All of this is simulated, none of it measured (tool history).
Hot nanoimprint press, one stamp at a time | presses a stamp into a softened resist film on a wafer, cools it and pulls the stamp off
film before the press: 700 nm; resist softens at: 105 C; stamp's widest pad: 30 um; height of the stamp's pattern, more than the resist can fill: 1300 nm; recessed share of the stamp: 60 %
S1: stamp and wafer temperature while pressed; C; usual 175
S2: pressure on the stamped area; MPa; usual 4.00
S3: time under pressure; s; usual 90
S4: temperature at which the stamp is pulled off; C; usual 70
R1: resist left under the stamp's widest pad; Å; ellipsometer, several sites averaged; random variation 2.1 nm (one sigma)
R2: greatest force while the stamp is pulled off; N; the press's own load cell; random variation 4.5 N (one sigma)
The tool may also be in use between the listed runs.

Run 1, hour 0.0: usual settings. Result: R1 3415 Å, R2 257 N.
Run 2, hour 9.6: usual settings but S2 5.39 MPa. Result: R1 2991 Å, R2 262 N.
At hour 25.2: stamp cleaned and given a new release coat.
Run 3, hour 28.8: usual settings but S2 5.39 MPa. Result: R1 2979 Å, R2 219 N.
Run 4, hour 36.0: usual settings but S2 5.39 MPa. Result: R1 2997 Å, R2 223 N.
Run 5, hour 51.3: usual settings but S2 5.39 MPa. Result: R1 2995 Å, R2 216 N.
Run 6, hour 57.6: usual settings but S2 5.39 MPa. Result: R1 3036 Å, R2 218 N.
Run 7, hour 65.4: usual settings but S2 5.39 MPa. Result: R1 2988 Å, R2 219 N.
Run 8, hour 76.0: usual settings but S4 66 C. Result: R1 3458 Å, R2 246 N.
Run 9, hour 85.2: usual settings but S3 102 s, S4 66 C. Result: R1 3245 Å, R2 237 N.
Run 10, hour 100.2: usual settings but S1 179 C, S3 102 s, S4 66 C. Result: R1 2960 Å, R2 249 N.
Run 11, hour 115.2: usual settings but S1 179 C, S3 102 s, S4 66 C. Result: R1 2951 Å, R2 241 N.
Run 12, hour 129.0: usual settings but S1 179 C, S3 102 s, S4 66 C. Result: R1 2990 Å, R2 240 N.
Run 13, hour 138.8: usual settings but S1 179 C, S3 102 s, S4 66 C. Result: R1 2944 Å, R2 245 N.
At hour 142.6: plate thermocouple calibrated.
Run 14, hour 157.2: usual settings but S1 171 C, S3 102 s, S4 66 C. Result: R1 3775 Å, R2 251 N.
Run 15, hour 172.2: usual settings but S1 171 C, S3 102 s, S4 66 C. Result: R1 3729 Å, R2 262 N.
Run 16, hour 182.9: usual settings but S1 183 C, S2 3.15 MPa, S3 62 s, S4 63 C. Result: R1 3587 Å, R2 266 N.

The next listed run, before its measurement:
Run 17, hour 191.8: usual settings but S1 185 C, S4 74 C. Result: R1 ?, R2 ?.

Run 17 gave R1 2670 Å, R2 218 N.
Without the tool's hidden state the same run would have given R1 2594 Å, R2 202 N.
